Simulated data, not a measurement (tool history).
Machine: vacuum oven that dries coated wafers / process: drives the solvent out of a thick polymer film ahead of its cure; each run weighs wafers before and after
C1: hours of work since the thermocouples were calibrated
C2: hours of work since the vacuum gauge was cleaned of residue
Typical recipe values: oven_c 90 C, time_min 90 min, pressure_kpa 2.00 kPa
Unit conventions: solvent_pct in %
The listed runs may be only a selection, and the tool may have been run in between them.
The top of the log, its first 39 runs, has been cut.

{"run": 40, "hour": 361.0, "oven_c": 92, "time_min": 130, "pressure_kpa": 2.24, "C1": 79, "C2": 312, "solvent_pct": 2.05}
{"run": 41, "hour": 368.8, "oven_c": 90, "time_min": 90, "pressure_kpa": 4.28, "C1": 85, "C2": 318, "solvent_pct": 4.7}
{"run": 42, "hour": 379.6, "oven_c": 90, "time_min": 90, "pressure_kpa": 4.28, "C1": 93, "C2": 326, "solvent_pct": 4.64}
{"run": 43, "hour": 385.3, "oven_c": 90, "time_min": 90, "pressure_kpa": 4.28, "C1": 97, "C2": 330, "solvent_pct": 4.61}
{"run": 44, "hour": 393.3, "oven_c": 90, "time_min": 90, "pressure_kpa": 4.28, "C1": 103, "C2": 336, "solvent_pct": 4.63}
{"run": 45, "hour": 398.8, "oven_c": 82, "time_min": 143, "pressure_kpa": 4.28, "C1": 107, "C2": 340, "solvent_pct": 6.08}
{"run": 46, "hour": 407.7, "oven_c": 91, "time_min": 69, "pressure_kpa": 2.9, "C1": 114, "C2": 347, "solvent_pct": 4.28}
{"run": 47, "hour": 420.9, "oven_c": 85, "time_min": 69, "pressure_kpa": 2.9, "C1": 124, "C2": 357, "solvent_pct": 6.25}

Forecast each of these 4 alternatives for the next run:
{"run": "A", "hour": 434.0, "oven_c": 76, "time_min": 90, "pressure_kpa": 1.75, "C1": 134, "C2": 367, "solvent_pct": "?"}
{"run": "B", "hour": 434.0, "oven_c": 90, "time_min": 90, "pressure_kpa": 2.56, "C1": 134, "C2": 367, "solvent_pct": "?"}
{"run": "C", "hour": 434.0, "oven_c": 85, "time_min": 87, "pressure_kpa": 2.9, "C1": 134, "C2": 367, "solvent_pct": "?"}
{"run": "D", "hour": 434.0, "oven_c": 90, "time_min": 63, "pressure_kpa": 3.05, "C1": 134, "C2": 367, "solvent_pct": "?"}

run=A solvent_pct=7.78
run=B solvent_pct=3.45
run=C solvent_pct=5.40
run=D solvent_pct=5.03
Stripped of hidden state, with their random variation kept, the same runs would have yielded:
run=A solvent_pct=7.66
run=B solvent_pct=3.34
run=C solvent_pct=5.29
run=D solvent_pct=4.94
